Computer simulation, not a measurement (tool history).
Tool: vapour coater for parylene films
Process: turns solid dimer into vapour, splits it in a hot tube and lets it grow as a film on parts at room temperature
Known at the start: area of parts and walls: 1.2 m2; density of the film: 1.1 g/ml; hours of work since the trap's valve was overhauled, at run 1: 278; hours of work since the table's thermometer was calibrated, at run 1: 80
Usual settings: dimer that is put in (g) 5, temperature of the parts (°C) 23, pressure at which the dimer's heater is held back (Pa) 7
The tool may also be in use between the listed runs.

run,day,dimer that is put in (g),temperature of the parts (°C),pressure at which the dimer's heater is held back (Pa),hours of work since the trap's valve was overhauled,hours of work since the table's thermometer was calibrated,thickness of the film (µm)
1,0,5,23,7,278,80,2.31
2,1.546,5,23,7,308,110,2.31
# day 2.712: trap's valve overhauled
3,3.192,5,23,7,9,139,2.52
4,5.558,5,17,7,55,184,3.09
5,8.325,5,23,7,108,237,2.53
6,11.404,8,23,7,167,297,3.96
7,14.788,5,23,3.77,233,362,2.74
8,17.692,5,23,3.77,289,418,2.72
# day 20.058: trap's valve overhauled
9,21.225,5,23,3.77,23,483,2.91
10,23.521,8,23,7,67,527,4.05
11,25.917,8,23,7,113,573,3.96
12,28.371,5,23,7,160,620,2.47
13,31.271,5,23,7,216,676,2.44
14,33.696,5,23,2.79,263,723,2.94
15,36.45,5,23,2.79,316,776,2.94
# day 37.438: trap's valve overhauled
16,39.862,5,23,2.79,47,839,3.18
# day 40.933: table's thermometer calibrated
17,42.5,5,23,2.79,97,30,3.21
18,44.871,7,23,7,142,76,3.65
19,47.429,5,23,7,192,125,2.59
20,51.046,5,23,7,261,195,2.54
21,52.562,5,23,7,291,224,2.52
# day 54.829: trap's valve overhauled
# day 56.058: table's thermometer calibrated, once more
22,56.058,5,23,7,23,0,2.49
23,58.188,5,23,7,64,41,2.5
24,59.704,5,23,7,93,70,2.45
25,61.171,5,23,7,121,99,2.46
26,62.667,3,23,7,150,127,1.45
27,65.75,4,23,8.82,210,187,1.84
28,68.421,3,28,3.61,261,238,1.4
29,71.55,5,16,7,321,298,2.92
# day 72.246: trap's valve overhauled
30,73.267,5,16,7,20,328,3.2
31,75.304,4,28,11.66,59,368,1.49
32,76.858,2,28,6.37,89,398,0.87
33,78.575,7,15,7,122,431,4.54
34,80.396,5,23,8.63,157,466,2.34
35,83.483,5,16,6.2,217,525,3.14
36,86.267,5,16,6.2,270,579,3.09
# day 89.446: trap's valve overhauled
37,89.754,5,23,6.56,6,643,2.61
38,92.954,5,20,6.56,68,704,2.9
39,95.962,5,23,6.44,126,762,2.53
40,98.704,4,22,6.44,178,815,2.08
# day 100.938: table's thermometer calibrated
41,101.433,4,22,6.44,230,10,1.98
42,103.308,6,21,7.88,266,46,2.9
43,104.858,5,21,7.88,296,76,2.43
# day 106.683: trap's valve overhauled
44,107.583,8,21,7.88,17,125,4.19
45,110.288,8,21,7.88,69,177,4.19
46,113.625,7,21,7.88,134,241,3.58

Measured less the same run without the tool's hidden state. The same run-to-run variation is in both; the gauge's scatter may not be:
The hidden state here: vapour lost through the trap's worn valve, %; true temperature of the parts over the reading, C; drift of the gauge itself on film_um, %.
run,thickness of the film (µm)
1,-0.22
2,-0.23
3,+0.01
4,-0.01
5,-0.04
6,-0.13
7,-0.14
8,-0.18
9,+0.04
10,+0.02
11,-0.03
12,-0.04
13,-0.09
14,-0.14
15,-0.18
16,+0.09
17,+0.14
18,+0.13
19,+0.06
20,+0.01
21,-0.02
22,-0.03
23,-0.05
24,-0.07
25,-0.08
26,-0.06
27,-0.11
28,-0.1
29,-0.27
30,+0.01
31,-0.01
32,-0.01
33,-0.11
34,-0.07
35,-0.15
36,-0.2
37,+0.06
38,+0.03
39,-0.02
40,-0.04
41,-0.15
42,-0.24
43,-0.22
44,-0.01
45,-0.07
46,-0.12

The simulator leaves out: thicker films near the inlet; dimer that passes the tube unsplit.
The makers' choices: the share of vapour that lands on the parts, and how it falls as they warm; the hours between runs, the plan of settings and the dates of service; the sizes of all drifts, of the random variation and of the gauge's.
